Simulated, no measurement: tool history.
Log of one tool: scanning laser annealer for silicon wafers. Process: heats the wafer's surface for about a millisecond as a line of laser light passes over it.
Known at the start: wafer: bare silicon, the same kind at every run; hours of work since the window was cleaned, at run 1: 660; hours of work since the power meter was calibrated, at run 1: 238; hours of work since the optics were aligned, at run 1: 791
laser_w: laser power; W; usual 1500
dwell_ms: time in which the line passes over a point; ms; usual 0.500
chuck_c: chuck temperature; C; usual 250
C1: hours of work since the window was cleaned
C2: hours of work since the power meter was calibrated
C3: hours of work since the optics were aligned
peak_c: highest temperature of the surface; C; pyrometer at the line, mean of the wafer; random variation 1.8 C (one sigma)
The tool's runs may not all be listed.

run 1 hour=0.0 | laser_w=1500 dwell_ms=0.500 chuck_c=250 | C1=660 C2=238 C3=791 | peak_c=963
run 2 hour=35.9 | laser_w=1500 dwell_ms=0.500 chuck_c=250 | C1=679 C2=257 C3=810 | peak_c=960
run 3 hour=88.9 | laser_w=1500 dwell_ms=0.500 chuck_c=250 | C1=707 C2=285 C3=838 | peak_c=961
run 4 hour=116.7 | laser_w=1500 dwell_ms=0.565 chuck_c=250 | C1=721 C2=300 C3=852 | peak_c=1005
run 5 hour=154.7 | laser_w=1500 dwell_ms=0.565 chuck_c=250 | C1=741 C2=319 C3=872 | peak_c=1001
run 6 hour=186.6 | laser_w=1500 dwell_ms=0.500 chuck_c=250 | C1=758 C2=336 C3=889 | peak_c=960
run 7 hour=240.3 | laser_w=1500 dwell_ms=0.500 chuck_c=250 | C1=786 C2=364 C3=917 | peak_c=955
run 8 hour=293.0 | laser_w=1641 dwell_ms=0.500 chuck_c=250 | C1=814 C2=392 C3=945 | peak_c=1040
run 9 hour=327.3 | laser_w=1500 dwell_ms=0.500 chuck_c=250 | C1=832 C2=410 C3=963 | peak_c=955
run 10 hour=364.3 | laser_w=1500 dwell_ms=0.500 chuck_c=250 | C1=851 C2=429 C3=982 | peak_c=948
run 11 hour=411.5 | laser_w=1500 dwell_ms=0.500 chuck_c=250 | C1=876 C2=454 C3=1007 | peak_c=953
run 12 hour=465.5 | laser_w=1647 dwell_ms=0.500 chuck_c=250 | C1=904 C2=482 C3=1035 | peak_c=1037
run 13 hour=522.5 | laser_w=1647 dwell_ms=0.500 chuck_c=250 | C1=934 C2=512 C3=1065 | peak_c=1032
-- hour=532.6 window over the wafer cleaned
run 14 hour=570.0 | laser_w=1647 dwell_ms=0.500 chuck_c=250 | C1=20 C2=536 C3=1089 | peak_c=1082
run 15 hour=615.9 | laser_w=1500 dwell_ms=0.500 chuck_c=250 | C1=44 C2=560 C3=1113 | peak_c=989
run 16 hour=665.6 | laser_w=1500 dwell_ms=0.500 chuck_c=250 | C1=70 C2=586 C3=1139 | peak_c=994
run 17 hour=711.3 | laser_w=1500 dwell_ms=0.500 chuck_c=250 | C1=94 C2=610 C3=1163 | peak_c=990
run 18 hour=762.0 | laser_w=1500 dwell_ms=0.500 chuck_c=250 | C1=120 C2=636 C3=1189 | peak_c=985
run 19 hour=795.4 | laser_w=1500 dwell_ms=0.500 chuck_c=250 | C1=138 C2=654 C3=1207 | peak_c=985
run 20 hour=840.3 | laser_w=1500 dwell_ms=0.500 chuck_c=250 | C1=161 C2=677 C3=1230 | peak_c=980
run 21 hour=866.8 | laser_w=1500 dwell_ms=0.393 chuck_c=250 | C1=175 C2=691 C3=1244 | peak_c=899
run 22 hour=892.8 | laser_w=1287 dwell_ms=0.438 chuck_c=250 | C1=189 C2=705 C3=1258 | peak_c=818
run 23 hour=945.0 | laser_w=1472 dwell_ms=0.464 chuck_c=255 | C1=216 C2=732 C3=1285 | peak_c=943
run 24 hour=1000.8 | laser_w=1635 dwell_ms=0.572 chuck_c=274 | C1=245 C2=761 C3=1314 | peak_c=1137
run 25 hour=1058.2 | laser_w=1500 dwell_ms=0.593 chuck_c=272 | C1=275 C2=792 C3=1344 | peak_c=1058
run 26 hour=1114.9 | laser_w=1599 dwell_ms=0.393 chuck_c=272 | C1=305 C2=821 C3=1374 | peak_c=967
run 27 hour=1139.7 | laser_w=1641 dwell_ms=0.605 chuck_c=250 | C1=318 C2=834 C3=1387 | peak_c=1135
run 28 hour=1185.2 | laser_w=1641 dwell_ms=0.605 chuck_c=250 | C1=342 C2=858 C3=1411 | peak_c=1134
run 29 hour=1210.0 | laser_w=1641 dwell_ms=0.605 chuck_c=250 | C1=355 C2=871 C3=1424 | peak_c=1132
run 30 hour=1250.2 | laser_w=1641 dwell_ms=0.605 chuck_c=250 | C1=376 C2=892 C3=1445 | peak_c=1134
run 31 hour=1286.8 | laser_w=1305 dwell_ms=0.533 chuck_c=250 | C1=395 C2=911 C3=1464 | peak_c=873
run 32 hour=1311.9 | laser_w=1545 dwell_ms=0.583 chuck_c=285 | C1=408 C2=924 C3=1477 | peak_c=1084
run 33 hour=1345.9 | laser_w=1500 dwell_ms=0.498 chuck_c=243 | C1=426 C2=942 C3=1495 | peak_c=957
run 34 hour=1379.6 | laser_w=1500 dwell_ms=0.498 chuck_c=243 | C1=444 C2=960 C3=1513 | peak_c=953
run 35 hour=1434.4 | laser_w=1292 dwell_ms=0.500 chuck_c=261 | C1=472 C2=989 C3=1541 | peak_c=853
run 36 hour=1480.7 | laser_w=1292 dwell_ms=0.500 chuck_c=261 | C1=497 C2=1013 C3=1566 | peak_c=855
run 37 hour=1530.9 | laser_w=1362 dwell_ms=0.404 chuck_c=233 | C1=523 C2=1039 C3=1592 | peak_c=804
run 38 hour=1574.7 | laser_w=1518 dwell_ms=0.596 chuck_c=288 | C1=546 C2=1062 C3=1615 | peak_c=1071
-- hour=1603.3 optics aligned, line set to its width
run 39 hour=1604.0 | laser_w=1615 dwell_ms=0.535 chuck_c=288 | C1=559 C2=1075 C3=0 | peak_c=1111
run 40 hour=1646.7 | laser_w=1347 dwell_ms=0.405 chuck_c=288 | C1=581 C2=1097 C3=23 | peak_c=864

Some steps in peak_c between neighbouring runs. How much of each would the tool show without its hidden state too (settings, what came in, random variation), and how much is left for the hidden state, with any gauge scatter that isn't in both results?
The hidden state here: light that passes the window, % of a clean one's; laser's true power over the reading, %; width of the line over the set one, %; drift of the gauge itself on peak_c, C.
Run 13 -> 14: window over the wafer cleaned. peak_c +50 C: hidden state +50, all else +0.
Run 30 -> 31: laser_w 1641 -> 1305, dwell_ms 0.605 -> 0.533. peak_c -261 C: hidden state +14, all else -275.
Run 37 -> 38: laser_w 1362 -> 1518, dwell_ms 0.404 -> 0.596, chuck_c 233 -> 288. peak_c +267 C: hidden state -17, all else +284.
Run 38 -> 39: laser_w 1518 -> 1615, dwell_ms 0.596 -> 0.535, optics aligned, line set to its width. peak_c +40 C: hidden state +21, all else +19.
Run 39 -> 40: laser_w 1615 -> 1347, dwell_ms 0.535 -> 0.405. peak_c -247 C: hidden state +11, all else -258.
